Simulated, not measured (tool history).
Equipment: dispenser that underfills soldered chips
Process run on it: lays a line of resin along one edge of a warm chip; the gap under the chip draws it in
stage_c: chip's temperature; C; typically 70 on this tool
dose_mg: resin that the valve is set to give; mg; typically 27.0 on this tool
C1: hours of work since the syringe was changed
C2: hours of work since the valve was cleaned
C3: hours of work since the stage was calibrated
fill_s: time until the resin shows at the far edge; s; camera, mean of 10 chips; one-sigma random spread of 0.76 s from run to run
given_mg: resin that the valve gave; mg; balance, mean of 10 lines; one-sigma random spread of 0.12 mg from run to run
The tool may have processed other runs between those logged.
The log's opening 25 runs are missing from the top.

run 26 hour=144.5 | stage_c=77 dose_mg=33.1 | C1=4 C2=72 C3=122 | fill_s=66.7 given_mg=31.16
-- hour=147.1 new syringe of resin
run 27 hour=149.0 | stage_c=73 dose_mg=27.8 | C1=1 C2=75 C3=125 | fill_s=69.1 given_mg=25.97
-- hour=154.9 new syringe of resin
run 28 hour=156.7 | stage_c=65 dose_mg=33.2 | C1=1 C2=80 C3=131 | fill_s=97.2 given_mg=30.93
run 29 hour=161.7 | stage_c=65 dose_mg=33.2 | C1=5 C2=84 C3=134 | fill_s=125.9 given_mg=30.77
-- hour=162.7 new syringe of resin
run 30 hour=167.2 | stage_c=62 dose_mg=30.0 | C1=3 C2=88 C3=138 | fill_s=132.1 given_mg=27.68
-- hour=170.6 new syringe of resin
run 31 hour=172.0 | stage_c=62 dose_mg=30.0 | C1=1 C2=92 C3=142 | fill_s=113.9 given_mg=27.40
-- hour=178.6 new syringe of resin
run 32 hour=178.6 | stage_c=70 dose_mg=27.2 | C1=0 C2=96 C3=146 | fill_s=72.3 given_mg=24.92
run 33 hour=185.0 | stage_c=56 dose_mg=27.9 | C1=5 C2=101 C3=151 | fill_s=196.1 given_mg=25.19
-- hour=186.3 new syringe of resin
run 34 hour=189.5 | stage_c=72 dose_mg=32.5 | C1=2 C2=104 C3=155 | fill_s=74.4 given_mg=29.41

Here are 3 independent what-if runs from the current tool condition. What would each one return?
-- hour=194.0 new syringe of resin
run A hour=196.3 | stage_c=72 dose_mg=25.4 | C1=2 C2=109 C3=160 | fill_s=? given_mg=?
-- hour=194.0 new syringe of resin
run B hour=196.3 | stage_c=65 dose_mg=31.7 | C1=2 C2=109 C3=160 | fill_s=? given_mg=?
-- hour=194.0 new syringe of resin
run C hour=196.3 | stage_c=58 dose_mg=27.0 | C1=2 C2=109 C3=160 | fill_s=? given_mg=?

run=A fill_s=76.5 given_mg=23.01
run=B fill_s=102.9 given_mg=28.35
run=C fill_s=148.6 given_mg=24.25
With the hidden condition removed and each run's random variation left untouched, the same runs would have given:
run=A fill_s=64.6 given_mg=25.56
run=B fill_s=88.2 given_mg=31.49
run=C fill_s=125.9 given_mg=26.94
